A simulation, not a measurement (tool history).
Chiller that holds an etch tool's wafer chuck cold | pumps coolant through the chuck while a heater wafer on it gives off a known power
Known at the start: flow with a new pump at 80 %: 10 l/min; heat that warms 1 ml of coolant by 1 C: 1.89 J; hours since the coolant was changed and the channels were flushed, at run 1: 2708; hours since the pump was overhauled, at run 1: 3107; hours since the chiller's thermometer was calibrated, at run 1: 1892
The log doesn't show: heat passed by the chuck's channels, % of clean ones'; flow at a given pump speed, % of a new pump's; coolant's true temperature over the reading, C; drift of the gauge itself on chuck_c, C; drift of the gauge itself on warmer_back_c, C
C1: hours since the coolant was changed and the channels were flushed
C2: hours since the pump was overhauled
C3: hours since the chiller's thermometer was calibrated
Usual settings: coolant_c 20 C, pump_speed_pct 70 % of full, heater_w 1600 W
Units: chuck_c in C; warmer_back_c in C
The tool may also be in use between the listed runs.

run 1 day=0 | coolant_c=20 pump_speed_pct=70 heater_w=1600 | C1=2708 C2=3107 C3=1892 | chuck_c=38.4 warmer_back_c=6.28
run 2 day=2.529 | coolant_c=20 pump_speed_pct=70 heater_w=1600 | C1=2768 C2=3168 C3=1953 | chuck_c=38.5 warmer_back_c=6.31
run 3 day=6.067 | coolant_c=20 pump_speed_pct=70 heater_w=1600 | C1=2853 C2=3252 C3=2037 | chuck_c=38.4 warmer_back_c=6.3
run 4 day=9.396 | coolant_c=20 pump_speed_pct=70 heater_w=1600 | C1=2933 C2=3332 C3=2117 | chuck_c=38.7 warmer_back_c=6.35
run 5 day=13.642 | coolant_c=20 pump_speed_pct=70 heater_w=1600 | C1=3035 C2=3434 C3=2219 | chuck_c=38.7 warmer_back_c=6.36
run 6 day=17.404 | coolant_c=10 pump_speed_pct=70 heater_w=1600 | C1=3125 C2=3525 C3=2310 | chuck_c=28.7 warmer_back_c=6.37
run 7 day=20.892 | coolant_c=20 pump_speed_pct=61 heater_w=1600 | C1=3209 C2=3608 C3=2393 | chuck_c=41.5 warmer_back_c=7.33
run 8 day=25.054 | coolant_c=20 pump_speed_pct=61 heater_w=1600 | C1=3309 C2=3708 C3=2493 | chuck_c=41.4 warmer_back_c=7.37
run 9 day=28.471 | coolant_c=20 pump_speed_pct=88 heater_w=1600 | C1=3391 C2=3790 C3=2575 | chuck_c=35.2 warmer_back_c=5
run 10 day=31.938 | coolant_c=20 pump_speed_pct=98 heater_w=1600 | C1=3474 C2=3873 C3=2658 | chuck_c=33.7 warmer_back_c=4.45
run 11 day=36.392 | coolant_c=20 pump_speed_pct=98 heater_w=1600 | C1=3581 C2=3980 C3=2765 | chuck_c=33.9 warmer_back_c=4.55
run 12 day=39.575 | coolant_c=20 pump_speed_pct=98 heater_w=1600 | C1=3657 C2=4057 C3=2842 | chuck_c=34.1 warmer_back_c=4.46
run 13 day=44.167 | coolant_c=20 pump_speed_pct=69 heater_w=1600 | C1=3768 C2=4167 C3=2952 | chuck_c=39.5 warmer_back_c=6.59
-- day=47.917 chiller's thermometer calibrated
run 14 day=48.733 | coolant_c=17 pump_speed_pct=69 heater_w=1600 | C1=3876 C2=4275 C3=20 | chuck_c=36.8 warmer_back_c=6.53
run 15 day=50.796 | coolant_c=25 pump_speed_pct=69 heater_w=1600 | C1=3926 C2=4325 C3=69 | chuck_c=44.8 warmer_back_c=6.54
run 16 day=52.992 | coolant_c=20 pump_speed_pct=65 heater_w=1600 | C1=3978 C2=4378 C3=122 | chuck_c=41.1 warmer_back_c=7.02
run 17 day=56.733 | coolant_c=12 pump_speed_pct=65 heater_w=1858 | C1=4068 C2=4467 C3=212 | chuck_c=36.2 warmer_back_c=8.14
run 18 day=60.788 | coolant_c=26 pump_speed_pct=75 heater_w=2120 | C1=4166 C2=4565 C3=309 | chuck_c=50.5 warmer_back_c=8.04
run 19 day=63.554 | coolant_c=14 pump_speed_pct=75 heater_w=2243 | C1=4232 C2=4631 C3=375 | chuck_c=40.1 warmer_back_c=8.46
run 20 day=66.267 | coolant_c=14 pump_speed_pct=75 heater_w=2243 | C1=4297 C2=4696 C3=440 | chuck_c=40.1 warmer_back_c=8.54
run 21 day=68.142 | coolant_c=14 pump_speed_pct=80 heater_w=1336 | C1=4342 C2=4741 C3=485 | chuck_c=28.6 warmer_back_c=4.71
-- day=68.633 coolant pump overhauled
run 22 day=71.179 | coolant_c=21 pump_speed_pct=88 heater_w=1311 | C1=4410 C2=61 C3=553 | chuck_c=34.7 warmer_back_c=4.5
run 23 day=74.75 | coolant_c=24 pump_speed_pct=88 heater_w=2330 | C1=4496 C2=147 C3=639 | chuck_c=48.6 warmer_back_c=7.98
run 24 day=78.088 | coolant_c=24 pump_speed_pct=88 heater_w=2330 | C1=4576 C2=227 C3=719 | chuck_c=48.9 warmer_back_c=7.96
run 25 day=81.079 | coolant_c=20 pump_speed_pct=63 heater_w=886 | C1=4648 C2=299 C3=791 | chuck_c=33 warmer_back_c=4.39
run 26 day=85.15 | coolant_c=12 pump_speed_pct=79 heater_w=1600 | C1=4745 C2=396 C3=889 | chuck_c=30.7 warmer_back_c=6.19
-- day=87.154 coolant pump overhauled, once more
run 27 day=89.358 | coolant_c=11 pump_speed_pct=65 heater_w=1809 | C1=4841 C2=53 C3=985 | chuck_c=32.7 warmer_back_c=7.1
run 28 day=92.879 | coolant_c=11 pump_speed_pct=65 heater_w=1809 | C1=4926 C2=137 C3=1069 | chuck_c=32.7 warmer_back_c=7.14
run 29 day=94.867 | coolant_c=11 pump_speed_pct=65 heater_w=1809 | C1=4973 C2=185 C3=1117 | chuck_c=33 warmer_back_c=7.19
run 30 day=98.608 | coolant_c=11 pump_speed_pct=65 heater_w=1809 | C1=5063 C2=275 C3=1207 | chuck_c=33.2 warmer_back_c=7.16
run 31 day=102.733 | coolant_c=11 pump_speed_pct=65 heater_w=1809 | C1=5162 C2=374 C3=1306 | chuck_c=33 warmer_back_c=7.15

Forecast each of these 4 alternatives for the next run:
run A day=105.354 | coolant_c=11 pump_speed_pct=70 heater_w=1600 | C1=5225 C2=437 C3=1368 | chuck_c=? warmer_back_c=?
run B day=105.354 | coolant_c=20 pump_speed_pct=70 heater_w=1036 | C1=5225 C2=437 C3=1368 | chuck_c=? warmer_back_c=?
run C day=105.354 | coolant_c=12 pump_speed_pct=98 heater_w=1222 | C1=5225 C2=437 C3=1368 | chuck_c=? warmer_back_c=?
run D day=105.354 | coolant_c=18 pump_speed_pct=83 heater_w=1215 | C1=5225 C2=437 C3=1368 | chuck_c=? warmer_back_c=?

run=A chuck_c=29.3 warmer_back_c=5.86
run=B chuck_c=31.8 warmer_back_c=3.78
run=C chuck_c=22.1 warmer_back_c=3.16
run=D chuck_c=29.8 warmer_back_c=3.7
Without the tool's hidden state the same runs would have given:
run=A chuck_c=27.9 warmer_back_c=5.85
run=B chuck_c=30.9 warmer_back_c=3.77
run=C chuck_c=21.4 warmer_back_c=3.16
run=D chuck_c=29 warmer_back_c=3.7
